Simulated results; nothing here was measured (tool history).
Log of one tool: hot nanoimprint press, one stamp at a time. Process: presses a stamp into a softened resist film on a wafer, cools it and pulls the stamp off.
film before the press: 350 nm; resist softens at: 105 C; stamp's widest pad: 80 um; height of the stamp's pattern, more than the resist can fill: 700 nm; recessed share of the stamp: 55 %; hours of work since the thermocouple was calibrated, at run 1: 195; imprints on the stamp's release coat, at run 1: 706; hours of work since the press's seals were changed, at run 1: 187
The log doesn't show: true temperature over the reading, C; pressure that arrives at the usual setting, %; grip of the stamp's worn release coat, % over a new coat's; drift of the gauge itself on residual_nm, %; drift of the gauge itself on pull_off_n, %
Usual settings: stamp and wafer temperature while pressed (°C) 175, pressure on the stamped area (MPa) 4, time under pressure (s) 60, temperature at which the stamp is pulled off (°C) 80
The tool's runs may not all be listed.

run   hour  stamp and wafer temperature while pressed (°C)  pressure on the stamped area (MPa)  time under pressure (s)  temperature at which the stamp is pulled off (°C)  hours of work since the thermocouple was calibrated  imprints on the stamp's release coat  hours of work since the press's seals were changed  resist left under the stamp's widest pad (nm)  greatest force while the stamp is pulled off (N)
  1      0                                             175                                   4                       60                                                 80                                                  195                                   706                                                 187                                          165.7                                               221
      14.2  -- stamp cleaned and given a new release coat
  2   15.2                                             175                                   4                       60                                                 80                                                  200                                     3                                                 192                                          166.7                                               196
  3   25.8                                             175                                   4                       60                                                 80                                                  206                                    32                                                 198                                          166.4                                               197
  4   31.3                                             175                                   4                       60                                                 80                                                  209                                    47                                                 201                                            167                                               199
  5   35.7                                             175                                   4                       60                                                 80                                                  212                                    60                                                 204                                          166.2                                               201
  6   42.2                                             175                                   4                       60                                                 80                                                  215                                    77                                                 207                                          167.1                                               200
  7   48.7                                             175                                   4                       60                                                 79                                                  219                                    96                                                 211                                          166.7                                               202
  8     56                                             175                                   4                       60                                                 80                                                  223                                   116                                                 215                                          167.7                                               202
  9   65.3                                             181                                   4                       60                                                 80                                                  228                                   142                                                 220                                          134.9                                               202
 10   74.6                                             181                                   4                       60                                                 80                                                  233                                   167                                                 225                                          134.8                                               203
 11   81.7                                             181                                   4                       60                                                 80                                                  237                                   187                                                 229                                          135.2                                               205
 12   91.6                                             181                                   4                       60                                                 80                                                  243                                   215                                                 235                                          135.1                                               205
 13   97.8                                             175                                   4                       60                                                 80                                                  246                                   232                                                 238                                            167                                               204
 14  102.6                                             175                                   4                       60                                                 80                                                  249                                   245                                                 241                                          168.4                                               207
 15  111.3                                             175                                   4                       60                                                 80                                                  254                                   269                                                 246                                            168                                               205
 16  121.8                                             175                                   4                       60                                                 80                                                  260                                   298                                                 252                                          168.2                                               205
 17    131                                             169                                3.42                       35                                                 70                                                  265                                   324                                                 257                                          251.8                                               238
 18  141.4                                             175                                5.97                       42                                                 80                                                  271                                   353                                                 263                                          157.9                                               208
     151.7  -- plate thermocouple calibrated
 19  154.2                                             175                                5.97                      120                                                 80                                                    1                                   380                                                 268                                          102.9                                               208
 20  161.1                                             175                                5.97                      120                                                 80                                                    5                                   399                                                 272                                          102.6                                               208
 21  167.1                                             175                                2.66                      103                                                 80                                                    9                                   416                                                 275                                          164.2                                               210
 22  173.3                                             175                                2.66                      103                                                 80                                                   12                                   433                                                 279                                          163.7                                               210
 23  179.5                                             175                                2.66                      103                                                 80                                                   16                                   450                                                 282                                          163.3                                               211
 24  184.7                                             175                                2.66                      103                                                 80                                                   18                                   465                                                 285                                          163.8                                               211
 25  194.8                                             164                                5.59                       36                                                 66                                                   24                                   493                                                 291                                            244                                               256
 26  199.9                                             175                                4.05                       42                                                 80                                                   27                                   507                                                 294                                          184.9                                               215
 27  208.2                                             175                                   4                      105                                                 72                                                   32                                   530                                                 298                                          133.6                                               236
 28  216.2                                             185                                5.37                       75                                                 72                                                   36                                   552                                                 303                                           90.7                                               238
 29  226.3                                             185                                5.37                       62                                                 72                                                   42                                   580                                                 309                                           98.2                                               237
 30  233.8                                             175                                5.89                       48                                                 80                                                   46                                   601                                                 313                                          149.1                                               218

Some steps in resist left under the stamp's widest pad (nm) between neighbouring runs. How much of each would the tool show without its hidden state too (settings, what came in, random variation), and how much is left for the hidden state, with any gauge scatter that isn't in both results?
Run 16 -> 17: stamp and wafer temperature while pressed (°C) 175 -> 169, pressure on the stamped area (MPa) 4 -> 3.42, time under pressure (s) 60 -> 35, temperature at which the stamp is pulled off (°C) 80 -> 70. resist left under the stamp's widest pad (nm) +83.6: hidden state +0.7, all else +82.9.
Run 17 -> 18: stamp and wafer temperature while pressed (°C) 169 -> 175, pressure on the stamped area (MPa) 3.42 -> 5.97, time under pressure (s) 35 -> 42, temperature at which the stamp is pulled off (°C) 70 -> 80. resist left under the stamp's widest pad (nm) -93.9: hidden state -0.3, all else -93.6.
Run 18 -> 19: time under pressure (s) 42 -> 120, plate thermocouple calibrated. resist left under the stamp's widest pad (nm) -55: hidden state -5.1, all else -49.9.
Run 24 -> 25: stamp and wafer temperature while pressed (°C) 175 -> 164, pressure on the stamped area (MPa) 2.66 -> 5.59, time under pressure (s) 103 -> 36, temperature at which the stamp is pulled off (°C) 80 -> 66. resist left under the stamp's widest pad (nm) +80.2: hidden state +1.5, all else +78.7.
Run 29 -> 30: stamp and wafer temperature while pressed (°C) 185 -> 175, pressure on the stamped area (MPa) 5.37 -> 5.89, time under pressure (s) 62 -> 48, temperature at which the stamp is pulled off (°C) 72 -> 80. resist left under the stamp's widest pad (nm) +50.9: hidden state +1.6, all else +49.3.

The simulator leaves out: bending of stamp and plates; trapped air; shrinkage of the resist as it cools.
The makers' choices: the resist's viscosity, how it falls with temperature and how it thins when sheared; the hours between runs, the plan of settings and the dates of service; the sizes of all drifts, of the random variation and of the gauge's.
